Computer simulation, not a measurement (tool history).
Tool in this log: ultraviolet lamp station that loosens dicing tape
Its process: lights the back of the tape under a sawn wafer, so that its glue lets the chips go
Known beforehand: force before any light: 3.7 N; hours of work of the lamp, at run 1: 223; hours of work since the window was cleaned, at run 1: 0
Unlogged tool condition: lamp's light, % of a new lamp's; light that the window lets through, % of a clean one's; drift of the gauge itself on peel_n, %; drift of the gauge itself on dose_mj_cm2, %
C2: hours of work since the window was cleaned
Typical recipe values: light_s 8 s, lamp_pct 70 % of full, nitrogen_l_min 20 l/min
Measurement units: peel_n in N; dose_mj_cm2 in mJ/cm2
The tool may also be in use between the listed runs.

{"run": 1, "hour": 0.0, "light_s": 8, "lamp_pct": 70, "nitrogen_l_min": 20, "hours of work of the lamp": 223, "C2": 0, "peel_n": 0.288, "dose_mj_cm2": 243}
{"run": 2, "hour": 26.6, "light_s": 8, "lamp_pct": 70, "nitrogen_l_min": 20, "hours of work of the lamp": 239, "C2": 15, "peel_n": 0.299, "dose_mj_cm2": 244}
{"run": 3, "hour": 51.4, "light_s": 8, "lamp_pct": 70, "nitrogen_l_min": 20, "hours of work of the lamp": 253, "C2": 29, "peel_n": 0.31, "dose_mj_cm2": 241}
{"run": 4, "hour": 65.6, "light_s": 6, "lamp_pct": 70, "nitrogen_l_min": 20, "hours of work of the lamp": 261, "C2": 37, "peel_n": 0.513, "dose_mj_cm2": 180}
{"run": 5, "hour": 78.1, "light_s": 6, "lamp_pct": 70, "nitrogen_l_min": 20, "hours of work of the lamp": 268, "C2": 44, "peel_n": 0.544, "dose_mj_cm2": 181}
{"run": 6, "hour": 93.8, "light_s": 6, "lamp_pct": 70, "nitrogen_l_min": 20, "hours of work of the lamp": 277, "C2": 53, "peel_n": 0.528, "dose_mj_cm2": 182}
{"run": 7, "hour": 119.1, "light_s": 8, "lamp_pct": 76, "nitrogen_l_min": 20, "hours of work of the lamp": 291, "C2": 67, "peel_n": 0.236, "dose_mj_cm2": 264}
{"run": 8, "hour": 145.3, "light_s": 8, "lamp_pct": 76, "nitrogen_l_min": 20, "hours of work of the lamp": 306, "C2": 82, "peel_n": 0.241, "dose_mj_cm2": 258}
{"run": 9, "hour": 156.7, "light_s": 8, "lamp_pct": 70, "nitrogen_l_min": 20, "hours of work of the lamp": 312, "C2": 89, "peel_n": 0.298, "dose_mj_cm2": 243}
{"run": 10, "hour": 180.1, "light_s": 8, "lamp_pct": 70, "nitrogen_l_min": 20, "hours of work of the lamp": 325, "C2": 102, "peel_n": 0.295, "dose_mj_cm2": 247}
{"run": 11, "hour": 193.4, "light_s": 8, "lamp_pct": 70, "nitrogen_l_min": 20, "hours of work of the lamp": 333, "C2": 110, "peel_n": 0.3, "dose_mj_cm2": 242}
{"run": 12, "hour": 210.9, "light_s": 10, "lamp_pct": 70, "nitrogen_l_min": 20, "hours of work of the lamp": 343, "C2": 119, "peel_n": 0.181, "dose_mj_cm2": 303}
{"run": 13, "hour": 228.2, "light_s": 10, "lamp_pct": 70, "nitrogen_l_min": 20, "hours of work of the lamp": 353, "C2": 129, "peel_n": 0.179, "dose_mj_cm2": 306}
{"run": 14, "hour": 249.0, "light_s": 6, "lamp_pct": 70, "nitrogen_l_min": 20, "hours of work of the lamp": 365, "C2": 141, "peel_n": 0.537, "dose_mj_cm2": 182}
{"run": 15, "hour": 271.8, "light_s": 8, "lamp_pct": 70, "nitrogen_l_min": 20, "hours of work of the lamp": 377, "C2": 154, "peel_n": 0.305, "dose_mj_cm2": 241}
{"run": 16, "hour": 286.2, "light_s": 8, "lamp_pct": 70, "nitrogen_l_min": 20, "hours of work of the lamp": 386, "C2": 162, "peel_n": 0.288, "dose_mj_cm2": 242}
{"run": 17, "hour": 305.0, "light_s": 11, "lamp_pct": 70, "nitrogen_l_min": 20, "hours of work of the lamp": 396, "C2": 173, "peel_n": 0.134, "dose_mj_cm2": 333}
{"run": 18, "hour": 324.8, "light_s": 8, "lamp_pct": 63, "nitrogen_l_min": 20, "hours of work of the lamp": 407, "C2": 184, "peel_n": 0.373, "dose_mj_cm2": 218}
{"run": 19, "hour": 338.0, "light_s": 8, "lamp_pct": 70, "nitrogen_l_min": 20, "hours of work of the lamp": 415, "C2": 191, "peel_n": 0.286, "dose_mj_cm2": 239}
{"run": 20, "hour": 364.0, "light_s": 8, "lamp_pct": 70, "nitrogen_l_min": 20, "hours of work of the lamp": 430, "C2": 206, "peel_n": 0.287, "dose_mj_cm2": 247}
{"run": 21, "hour": 385.9, "light_s": 7, "lamp_pct": 70, "nitrogen_l_min": 20, "hours of work of the lamp": 442, "C2": 219, "peel_n": 0.396, "dose_mj_cm2": 212}
{"run": 22, "hour": 410.0, "light_s": 8, "lamp_pct": 70, "nitrogen_l_min": 23, "hours of work of the lamp": 456, "C2": 232, "peel_n": 0.277, "dose_mj_cm2": 241}
{"run": 23, "hour": 422.9, "light_s": 5, "lamp_pct": 61, "nitrogen_l_min": 20, "hours of work of the lamp": 463, "C2": 240, "peel_n": 0.876, "dose_mj_cm2": 135}
{"run": 24, "hour": 443.3, "light_s": 5, "lamp_pct": 61, "nitrogen_l_min": 20, "hours of work of the lamp": 475, "C2": 251, "peel_n": 0.877, "dose_mj_cm2": 131}
{"run": 25, "hour": 467.5, "light_s": 8, "lamp_pct": 83, "nitrogen_l_min": 11, "hours of work of the lamp": 488, "C2": 265, "peel_n": 0.322, "dose_mj_cm2": 286}
{"run": 26, "hour": 480.4, "light_s": 9, "lamp_pct": 70, "nitrogen_l_min": 20, "hours of work of the lamp": 496, "C2": 272, "peel_n": 0.229, "dose_mj_cm2": 275}
{"run": 27, "hour": 504.3, "light_s": 4, "lamp_pct": 70, "nitrogen_l_min": 30, "hours of work of the lamp": 509, "C2": 286, "peel_n": 0.813, "dose_mj_cm2": 118}
{"run": 28, "hour": 528.0, "light_s": 16, "lamp_pct": 82, "nitrogen_l_min": 21, "hours of work of the lamp": 523, "C2": 299, "peel_n": 0.065, "dose_mj_cm2": 567}
{"run": 29, "hour": 543.4, "light_s": 16, "lamp_pct": 82, "nitrogen_l_min": 21, "hours of work of the lamp": 531, "C2": 308, "peel_n": 0.062, "dose_mj_cm2": 565}
{"run": 30, "hour": 560.4, "light_s": 8, "lamp_pct": 71, "nitrogen_l_min": 20, "hours of work of the lamp": 541, "C2": 317, "peel_n": 0.28, "dose_mj_cm2": 244}
{"run": 31, "hour": 576.0, "light_s": 8, "lamp_pct": 71, "nitrogen_l_min": 20, "hours of work of the lamp": 550, "C2": 326, "peel_n": 0.297, "dose_mj_cm2": 246}
{"run": 32, "hour": 591.4, "light_s": 8, "lamp_pct": 71, "nitrogen_l_min": 20, "hours of work of the lamp": 558, "C2": 335, "peel_n": 0.285, "dose_mj_cm2": 250}
{"run": 33, "hour": 602.6, "light_s": 8, "lamp_pct": 71, "nitrogen_l_min": 20, "hours of work of the lamp": 565, "C2": 341, "peel_n": 0.278, "dose_mj_cm2": 246}
{"run": 34, "hour": 621.5, "light_s": 8, "lamp_pct": 71, "nitrogen_l_min": 20, "hours of work of the lamp": 576, "C2": 352, "peel_n": 0.286, "dose_mj_cm2": 245}
{"run": 35, "hour": 633.5, "light_s": 8, "lamp_pct": 70, "nitrogen_l_min": 37, "hours of work of the lamp": 582, "C2": 359, "peel_n": 0.194, "dose_mj_cm2": 241}
{"run": 36, "hour": 644.6, "light_s": 13, "lamp_pct": 67, "nitrogen_l_min": 7, "hours of work of the lamp": 589, "C2": 365, "peel_n": 0.251, "dose_mj_cm2": 379}
{"run": 37, "hour": 662.5, "light_s": 6, "lamp_pct": 96, "nitrogen_l_min": 7, "hours of work of the lamp": 599, "C2": 375, "peel_n": 0.591, "dose_mj_cm2": 247}
{"run": 38, "hour": 680.0, "light_s": 8, "lamp_pct": 70, "nitrogen_l_min": 9, "hours of work of the lamp": 609, "C2": 385, "peel_n": 0.53, "dose_mj_cm2": 243}
{"run": 39, "hour": 697.9, "light_s": 8, "lamp_pct": 70, "nitrogen_l_min": 11, "hours of work of the lamp": 619, "C2": 395, "peel_n": 0.467, "dose_mj_cm2": 242}
{"run": 40, "hour": 717.0, "light_s": 5, "lamp_pct": 66, "nitrogen_l_min": 6, "hours of work of the lamp": 630, "C2": 406, "peel_n": 1.399, "dose_mj_cm2": 145}
{"run": 41, "hour": 741.7, "light_s": 5, "lamp_pct": 66, "nitrogen_l_min": 6, "hours of work of the lamp": 644, "C2": 420, "peel_n": 1.378, "dose_mj_cm2": 143}
{"run": 42, "hour": 752.6, "light_s": 5, "lamp_pct": 66, "nitrogen_l_min": 6, "hours of work of the lamp": 650, "C2": 426, "peel_n": 1.377, "dose_mj_cm2": 141}
{"run": 43, "hour": 772.4, "light_s": 5, "lamp_pct": 70, "nitrogen_l_min": 26, "hours of work of the lamp": 661, "C2": 438, "peel_n": 0.628, "dose_mj_cm2": 151}

Each row is a separate what-if for the run after 43, all from the same tool condition, not one after another. Results?
{"run": "A", "hour": 786.2, "light_s": 5, "lamp_pct": 73, "nitrogen_l_min": 26, "hours of work of the lamp": 669, "C2": 445, "peel_n": "?", "dose_mj_cm2": "?"}
{"run": "B", "hour": 786.2, "light_s": 8, "lamp_pct": 70, "nitrogen_l_min": 14, "hours of work of the lamp": 669, "C2": 445, "peel_n": "?", "dose_mj_cm2": "?"}
{"run": "C", "hour": 786.2, "light_s": 5, "lamp_pct": 73, "nitrogen_l_min": 30, "hours of work of the lamp": 669, "C2": 445, "peel_n": "?", "dose_mj_cm2": "?"}
{"run": "D", "hour": 786.2, "light_s": 9, "lamp_pct": 76, "nitrogen_l_min": 9, "hours of work of the lamp": 669, "C2": 445, "peel_n": "?", "dose_mj_cm2": "?"}

run=A peel_n=0.599 dose_mj_cm2=160
run=B peel_n=0.382 dose_mj_cm2=244
run=C peel_n=0.545 dose_mj_cm2=158
run=D peel_n=0.373 dose_mj_cm2=294
The same runs, with their run-to-run variation unchanged, on a tool lacking any hidden condition would have given:
run=A peel_n=0.596 dose_mj_cm2=161
run=B peel_n=0.38 dose_mj_cm2=245
run=C peel_n=0.542 dose_mj_cm2=159
run=D peel_n=0.371 dose_mj_cm2=295
